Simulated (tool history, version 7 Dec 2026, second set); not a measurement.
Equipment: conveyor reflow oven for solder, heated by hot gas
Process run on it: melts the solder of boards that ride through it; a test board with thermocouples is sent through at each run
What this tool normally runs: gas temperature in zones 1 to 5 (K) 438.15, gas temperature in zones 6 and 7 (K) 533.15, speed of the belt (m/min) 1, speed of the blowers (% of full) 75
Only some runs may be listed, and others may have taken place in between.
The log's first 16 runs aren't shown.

run   hour  gas temperature in zones 1 to 5 (K)  gas temperature in zones 6 and 7 (K)  speed of the belt (m/min)  speed of the blowers (% of full)  hours of work since the flux was cleaned out  hours of work since the belt drive was overhauled  hours of work since the thermocouples were changed  highest temperature of the board (K)  time above the solder's melting point (s)
 17  378.3                               441.15                                533.15                       1.15                                75                                            36                                                248                                                 511                                511.73                                      22.13
 18    400                               441.15                                533.15                       1.15                                75                                            47                                                259                                                 522                                511.61                                         22
     406.6  -- flux residue cleaned out of gas plates and filters, once more
 19  421.7                               438.15                                533.15                       0.83                                75                                             8                                                267                                                 530                                524.81                                      42.72
 20  444.5                               442.15                                547.15                       0.83                                75                                            19                                                279                                                 542                                537.99                                      48.92
 21  469.1                               424.15                                533.15                          1                                75                                            32                                                291                                                 554                                517.44                                      28.07
 22  485.4                               438.15                                547.15                          1                                74                                            40                                                299                                                 562                                531.85                                      36.91
 23  501.1                               438.15                                547.15                       1.02                                74                                            48                                                307                                                 570                                531.16                                      35.82
 24  519.7                               438.15                                547.15                       1.02                                74                                            57                                                317                                                 580                                531.17                                      35.77
 25    538                               438.15                                547.15                       1.02                                74                                            66                                                326                                                 589                                531.09                                      35.79
 26  569.5                               438.15                                533.15                       0.97                                69                                            82                                                342                                                 605                                518.78                                      31.86
 27  582.9                               428.15                                548.15                       0.94                                60                                            89                                                348                                                 612                                528.13                                      35.24
 28  613.3                               438.15                                525.15                       0.81                                75                                           104                                                364                                                 627                                517.68                                       39.9
 29  632.8                               438.15                                525.15                       0.81                                75                                           114                                                374                                                 637                                 517.8                                      39.74
 30  648.6                               434.15                                543.15                       1.01                                84                                           122                                                382                                                 645                                529.67                                      35.27
 31  680.7                               438.15                                533.15                       0.81                                55                                           138                                                398                                                 661                                520.15                                       39.3

Forecast each of these 3 alternatives for the next run:
  A  705.4                               438.15                                533.15                       0.87                                55                                           151                                                410                                                 673                                     ?                                          ?
  B  705.4                               433.15                                533.15                       0.89                                73                                           151                                                410                                                 673                                     ?                                          ?
  C  705.4                               438.15                                533.15                       0.85                                75                                           151                                                410                                                 673                                     ?                                          ?

run  highest temperature of the board (K)  time above the solder's melting point (s)
  A                                517.57                                      34.43
  B                                521.39                                      36.09
  C                                523.94                                      40.66
With the hidden condition removed and each run's random variation left untouched, the same runs would have given:
run  highest temperature of the board (K)  time above the solder's melting point (s)
  A                                516.66                                      33.92
  B                                520.61                                      35.83
  C                                523.02                                      40.34

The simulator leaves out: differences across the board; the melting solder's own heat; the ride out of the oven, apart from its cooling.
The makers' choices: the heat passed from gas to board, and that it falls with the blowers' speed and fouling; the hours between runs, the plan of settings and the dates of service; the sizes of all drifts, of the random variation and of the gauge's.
